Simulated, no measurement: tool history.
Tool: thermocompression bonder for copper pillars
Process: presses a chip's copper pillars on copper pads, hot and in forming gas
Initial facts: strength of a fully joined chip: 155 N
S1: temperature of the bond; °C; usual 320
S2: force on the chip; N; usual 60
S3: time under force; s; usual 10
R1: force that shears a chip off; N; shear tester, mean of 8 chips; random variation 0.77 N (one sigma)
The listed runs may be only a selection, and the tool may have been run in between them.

| run | day | S1 | S2 | S3 | R1 |
|---|---|---|---|---|---|
| 1 | 0.000 | 320 | 60 | 10 | 53.6 |
| 2 | 0.654 | 320 | 60 | 10 | 52.2 |
| 3 | 1.150 | 320 | 60 | 10 | 51.7 |
| 4 | 1.854 | 320 | 60 | 10 | 52.4 |
| 5 | 2.567 | 320 | 60 | 10 | 52.0 |
| 6 | 3.562 | 320 | 60 | 10 | 52.0 |
| 7 | 3.988 | 320 | 60 | 10 | 51.3 |
| 8 | 4.421 | 320 | 46 | 10 | 41.3 |
| 9 | 5.412 | 320 | 45 | 7 | 34.7 |
| 10 | 6.400 | 320 | 45 | 7 | 33.9 |
| 11 | 7.304 | 322 | 49 | 7 | 37.1 |
| 12 | 8.142 | 325 | 67 | 7 | 50.4 |
| 13 | 8.917 | 325 | 67 | 7 | 49.3 |
| 14 | 9.917 | 325 | 67 | 7 | 49.3 |
| 15 | 10.438 | 320 | 37 | 10 | 33.0 |

Same runs, no hidden state in the tool, same run-to-run variation:
What the log doesn't record here: true temperature of the bond over the reading, C; force that reaches the chip, % of what is set; oxide that the forming gas leaves, % of the face; drift of the gauge itself on shear_n, %.
| run | R1 |
|---|---|
| 1 | 59.5 |
| 2 | 58.4 |
| 3 | 58.0 |
| 4 | 59.1 |
| 5 | 59.0 |
| 6 | 59.4 |
| 7 | 58.9 |
| 8 | 47.9 |
| 9 | 40.6 |
| 10 | 40.2 |
| 11 | 44.2 |
| 12 | 59.7 |
| 13 | 59.0 |
| 14 | 59.4 |
| 15 | 40.4 |
